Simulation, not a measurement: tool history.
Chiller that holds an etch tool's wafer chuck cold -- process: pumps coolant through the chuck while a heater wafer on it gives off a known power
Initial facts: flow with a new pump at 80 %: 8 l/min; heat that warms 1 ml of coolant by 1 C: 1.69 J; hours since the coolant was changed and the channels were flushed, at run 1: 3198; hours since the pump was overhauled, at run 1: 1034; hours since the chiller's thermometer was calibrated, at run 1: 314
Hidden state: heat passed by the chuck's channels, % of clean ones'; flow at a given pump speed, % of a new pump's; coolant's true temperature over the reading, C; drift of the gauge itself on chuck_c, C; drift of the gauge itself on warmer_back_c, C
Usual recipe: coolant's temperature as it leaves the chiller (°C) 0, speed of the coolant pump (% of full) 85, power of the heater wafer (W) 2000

run   hour  coolant's temperature as it leaves the chiller (°C)  speed of the coolant pump (% of full)  power of the heater wafer (W)  hours since the coolant was changed and the channels were flushed  hours since the pump was overhauled  hours since the chiller's thermometer was calibrated  chuck's temperature once it has settled (°C)  how much warmer the coolant comes back (C)
  1      0                                                    0                                     85                           2000                                                               3198                                 1034                                                   314                                            15                                        8.22
  2   17.8                                                    0                                     85                           1815                                                               3216                                 1052                                                   331                                          13.5                                        7.49
  3   33.4                                                    0                                     85                           1815                                                               3231                                 1067                                                   347                                          13.5                                        7.51
  4   59.7                                                    0                                     85                           1815                                                               3258                                 1094                                                   373                                          13.8                                         7.5
  5   81.3                                                    0                                     85                           2000                                                               3279                                 1115                                                   395                                          15.1                                        8.21
  6    105                                                    0                                     85                           2000                                                               3303                                 1139                                                   419                                          15.1                                        8.18
  7  132.8                                                    0                                     85                           2000                                                               3331                                 1167                                                   446                                            15                                        8.13
  8  146.8                                                    0                                     85                           2000                                                               3345                                 1181                                                   460                                          15.2                                        8.22
  9  174.4                                                    0                                     81                           2000                                                               3372                                 1208                                                   488                                          15.6                                        8.66
 10  194.2                                                    0                                     85                           2000                                                               3392                                 1228                                                   508                                          15.1                                        8.13
 11  208.7                                                   -2                                     85                           2000                                                               3407                                 1243                                                   522                                          12.9                                        8.19
 12  236.6                                                   -2                                     85                           2000                                                               3435                                 1270                                                   550                                          13.1                                        8.12
 13  258.4                                                    0                                     85                           2000                                                               3456                                 1292                                                   572                                          14.9                                        8.16
 14  282.9                                                    0                                     85                           2000                                                               3481                                 1317                                                   596                                          15.1                                        8.08
 15  314.2                                                    0                                     85                           2000                                                               3512                                 1348                                                   628                                          15.1                                        8.16
 16  343.6                                                    0                                     82                           2000                                                               3542                                 1377                                                   657                                          15.3                                        8.49
 17  373.9                                                    2                                     88                           1349                                                               3572                                 1408                                                   687                                          11.8                                        5.18
 18  388.9                                                    0                                     85                           2133                                                               3587                                 1423                                                   703                                          16.2                                        8.62
 19  410.6                                                    0                                     85                           2133                                                               3609                                 1444                                                   724                                            16                                        8.59
 20  431.4                                                    4                                     94                           2000                                                               3629                                 1465                                                   745                                          17.8                                        7.19
 21  450.3                                                    4                                     89                           2539                                                               3648                                 1484                                                   764                                          22.4                                        9.74
 22    467                                                    9                                     82                           1585                                                               3665                                 1501                                                   781                                          21.4                                        6.53
 23  485.2                                                    8                                     82                           1268                                                               3683                                 1519                                                   799                                          17.9                                        5.19
 24  514.4                                                    0                                     76                           2523                                                               3712                                 1548                                                   828                                          20.9                                       11.45
 25  530.5                                                   -1                                     73                           1111                                                               3729                                 1564                                                   844                                           8.3                                        5.19
 26  543.9                                                   -1                                     70                           2217                                                               3742                                 1578                                                   858                                          18.5                                       11.16
 27  561.9                                                   -1                                     75                           2000                                                               3760                                 1596                                                   876                                          15.8                                        9.23
 28  575.2                                                    0                                     85                           2127                                                               3773                                 1609                                                   889                                          16.1                                        8.55
 29  590.1                                                    6                                     62                           2987                                                               3788                                 1624                                                   904                                          35.1                                       17.18
 30    620                                                    6                                     62                           1717                                                               3818                                 1654                                                   934                                          22.8                                        9.75
 31  639.9                                                   -8                                     85                           2000                                                               3838                                 1674                                                   953                                             7                                        7.94

Measured less the same run without the tool's hidden state. The same run-to-run variation is in both; the gauge's scatter may not be:
run  how much warmer the coolant comes back (C)
  1                                          +0
  2                                          +0
  3                                       -0.02
  4                                       -0.03
  5                                       -0.05
  6                                       -0.06
  7                                       -0.06
  8                                       -0.07
  9                                       -0.09
 10                                        -0.1
 11                                       -0.11
 12                                       -0.12
 13                                       -0.13
 14                                       -0.14
 15                                       -0.16
 16                                       -0.18
 17                                       -0.19
 18                                        -0.2
 19                                       -0.21
 20                                       -0.22
 21                                       -0.24
 22                                       -0.25
 23                                       -0.26
 24                                       -0.27
 25                                       -0.28
 26                                       -0.29
 27                                        -0.3
 28                                       -0.31
 29                                        -0.3
 30                                       -0.32
 31                                       -0.33
chuck's temperature once it has settled (°C): within 0.1 of the measured result in every run.

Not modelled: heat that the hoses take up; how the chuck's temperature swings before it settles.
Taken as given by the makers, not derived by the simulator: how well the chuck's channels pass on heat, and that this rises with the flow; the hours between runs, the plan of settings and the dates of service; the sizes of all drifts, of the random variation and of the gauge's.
